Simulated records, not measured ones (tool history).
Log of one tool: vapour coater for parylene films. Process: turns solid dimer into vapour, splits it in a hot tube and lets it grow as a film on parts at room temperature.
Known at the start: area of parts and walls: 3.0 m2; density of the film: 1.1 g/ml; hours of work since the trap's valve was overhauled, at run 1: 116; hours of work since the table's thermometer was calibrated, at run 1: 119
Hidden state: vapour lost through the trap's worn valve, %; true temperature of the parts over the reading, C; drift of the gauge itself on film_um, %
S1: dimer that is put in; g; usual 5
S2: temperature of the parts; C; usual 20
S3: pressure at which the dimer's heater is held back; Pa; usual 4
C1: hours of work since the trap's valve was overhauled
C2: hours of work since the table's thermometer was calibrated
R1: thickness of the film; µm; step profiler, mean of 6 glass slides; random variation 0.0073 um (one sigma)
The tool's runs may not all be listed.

run	hour	S1	S2	S3	C1	C2	R1
1	0	5	20	4	116	119	0.826
2	14.9	8	20	4	128	132	1.309
3	24.3	8	20	4	136	140	1.329
4	40	5	20	7.72	149	153	0.721
5	48.4	5	20	7.72	156	159	0.708
6	58.6	5	20	7.72	165	168	0.723
7	70	5	20	7.72	174	177	0.712
8	76.7	5	20	7.72	180	183	0.713
9	90.4	5	20	7.72	191	194	0.697
10	98.2	5	20	7.72	197	201	0.693
11	105.1	5	20	7.72	203	206	0.692
12	117.8	5	20	4	214	217	0.819
13	132.4	5	25	4	226	229	0.714
14	148.1	9	20	4	239	242	1.442
15	158.8	9	20	4	247	251	1.449
16	174.5	9	20	4	260	264	1.441
# hour 176.6: table's thermometer calibrated
17	185.9	9	20	4	269	8	1.452
18	192.9	5	20	4	275	14	0.804
19	207	5	20	4	287	25	0.799
20	214.5	5	20	4	293	31	0.807
21	226.1	5	20	4	302	41	0.799
22	241.2	5	20	8.93	315	53	0.669
23	252.6	5	20	5.95	324	63	0.722
24	259.5	5	20	5.95	330	69	0.72
# hour 265.6: table's thermometer calibrated, once more
25	268.5	7	20	7.36	337	2	0.963
26	280	7	26	4.8	346	12	0.918
27	295.5	4	30	4	359	25	0.497
# hour 312.5: trap's valve overhauled
28	312.5	4	30	4	0	35	0.517
29	326.3	3	14	4.52	11	47	0.563
30	339.8	4	13	7.91	23	58	0.681

Run 31 comes next. What will it give?
31	349.5	4	13	7.91	31	66	?

{"run 31": {"R1": 0.661}}
Without the tool's hidden state the same run would have given R1 0.672 µm.
